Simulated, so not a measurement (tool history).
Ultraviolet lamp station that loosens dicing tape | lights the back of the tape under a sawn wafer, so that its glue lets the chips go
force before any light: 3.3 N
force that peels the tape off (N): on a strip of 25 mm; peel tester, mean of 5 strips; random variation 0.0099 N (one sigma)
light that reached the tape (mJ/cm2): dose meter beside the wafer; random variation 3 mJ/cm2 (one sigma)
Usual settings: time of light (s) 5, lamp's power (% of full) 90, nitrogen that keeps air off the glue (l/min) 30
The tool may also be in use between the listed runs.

run	hour	time of light (s)	lamp's power (% of full)	nitrogen that keeps air off the glue (l/min)	force that peels the tape off (N)	light that reached the tape (mJ/cm2)
1	0.0	5	90	30	0.541	357
2	15.6	5	90	30	0.548	366
3	48.6	5	84	30	0.625	328
4	71.7	5	84	30	0.643	323
5	99.6	5	84	30	0.663	320
6	114.3	5	84	30	0.640	316
7	134.7	5	84	30	0.684	314
8	157.5	5	84	30	0.714	310
9	178.3	5	84	30	0.693	308
10	212.1	5	84	30	0.688	300
11	242.5	5	84	30	0.724	296
12	259.6	5	84	30	0.751	295
13	279.9	5	84	30	0.751	291
# hour 283.7: window cleaned of glue's vapour
14	297.3	5	84	30	0.769	278
15	329.2	4	84	51	0.816	221
16	358.4	10	82	17	0.458	535
# hour 390.2: window cleaned of glue's vapour, once more
17	391.4	3	90	59	0.912	192
18	412.9	9	90	50	0.254	573
19	445.2	6	82	35	0.552	348
20	465.8	3	63	29	1.600	133
21	499.7	3	81	24	1.462	165
22	530.6	5	85	17	1.015	288
23	552.2	5	85	17	1.025	280
24	577.0	3	80	17	1.598	159

The same runs without the tool's hidden state, with the same run-to-run variation:
The hidden state here: lamp's light, % of a new lamp's; light that the window lets through, % of a clean one's; drift of the gauge itself on peel_n, %; drift of the gauge itself on dose_mj_cm2, %.
run	force that peels the tape off (N)	light that reached the tape (mJ/cm2)
1	0.411	436
2	0.412	448
3	0.460	411
4	0.468	410
5	0.472	411
6	0.453	409
7	0.472	411
8	0.490	411
9	0.467	413
10	0.453	410
11	0.464	412
12	0.476	415
13	0.470	413
14	0.463	408
15	0.480	329
16	0.276	811
17	0.625	261
18	0.216	786
19	0.355	486
20	1.217	187
21	1.052	238
22	0.639	422
23	0.639	417
24	1.160	239

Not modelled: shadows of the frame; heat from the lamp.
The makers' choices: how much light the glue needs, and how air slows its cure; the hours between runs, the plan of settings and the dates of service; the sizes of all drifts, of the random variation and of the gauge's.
